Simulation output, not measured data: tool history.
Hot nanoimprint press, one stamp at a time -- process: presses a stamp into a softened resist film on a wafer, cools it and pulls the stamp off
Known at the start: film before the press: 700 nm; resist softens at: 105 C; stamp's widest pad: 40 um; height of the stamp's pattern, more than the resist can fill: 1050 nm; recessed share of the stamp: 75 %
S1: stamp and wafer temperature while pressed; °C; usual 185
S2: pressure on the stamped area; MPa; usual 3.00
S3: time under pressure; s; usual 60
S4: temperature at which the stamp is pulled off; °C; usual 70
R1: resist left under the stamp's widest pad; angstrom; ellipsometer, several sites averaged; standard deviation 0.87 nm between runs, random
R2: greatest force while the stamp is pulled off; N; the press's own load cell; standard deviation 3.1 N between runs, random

Run 1, day 0.000: usual settings. Result: R1 2572 angstrom, R2 174 N.
Run 2, day 0.517: usual settings. Result: R1 2581 angstrom, R2 167 N.
Run 3, day 1.442: usual settings but S1 193 °C. Result: R1 2104 angstrom, R2 176 N.
Run 4, day 2.233: usual settings. Result: R1 2587 angstrom, R2 178 N.
Run 5, day 2.821: usual settings. Result: R1 2572 angstrom, R2 172 N.
Run 6, day 3.333: usual settings but S1 176 °C. Result: R1 3277 angstrom, R2 173 N.
Run 7, day 4.079: usual settings but S1 184 °C. Result: R1 2642 angstrom, R2 185 N.
Run 8, day 4.958: usual settings but S1 184 °C, S2 1.82 MPa, S3 33 s, S4 66 °C. Result: R1 4073 angstrom, R2 204 N.
Run 9, day 5.621: usual settings but S3 35 s. Result: R1 3150 angstrom, R2 193 N.
Run 10, day 6.154: usual settings but S1 186 °C, S2 4.28 MPa, S3 52 s, S4 74 °C. Result: R1 2246 angstrom, R2 178 N.
Run 11, day 6.875: usual settings but S2 4.35 MPa. Result: R1 2138 angstrom, R2 189 N.
Run 12, day 7.300: usual settings but S2 3.13 MPa, S4 68 °C. Result: R1 2515 angstrom, R2 196 N.

Alternative continuations, all from the tool just after run 12; predict every row:
At day 7.838: stamp cleaned and given a new release coat.
Run A, day 8.067: usual settings but S3 52 s, S4 57 °C. Result: R1 ?, R2 ?.
At day 7.838: stamp cleaned and given a new release coat.
Run B, day 8.067: usual settings but S4 62 °C. Result: R1 ?, R2 ?.
At day 7.838: stamp cleaned and given a new release coat.
Run C, day 8.067: usual settings but S1 188 °C. Result: R1 ?, R2 ?.

run    R1   R2
  A  2730  174
  B  2566  167
  C  2379  140
With the hidden condition removed and each run's random variation left untouched, the same runs would have given:
run    R1   R2
  A  2715  175
  B  2551  168
  C  2363  141
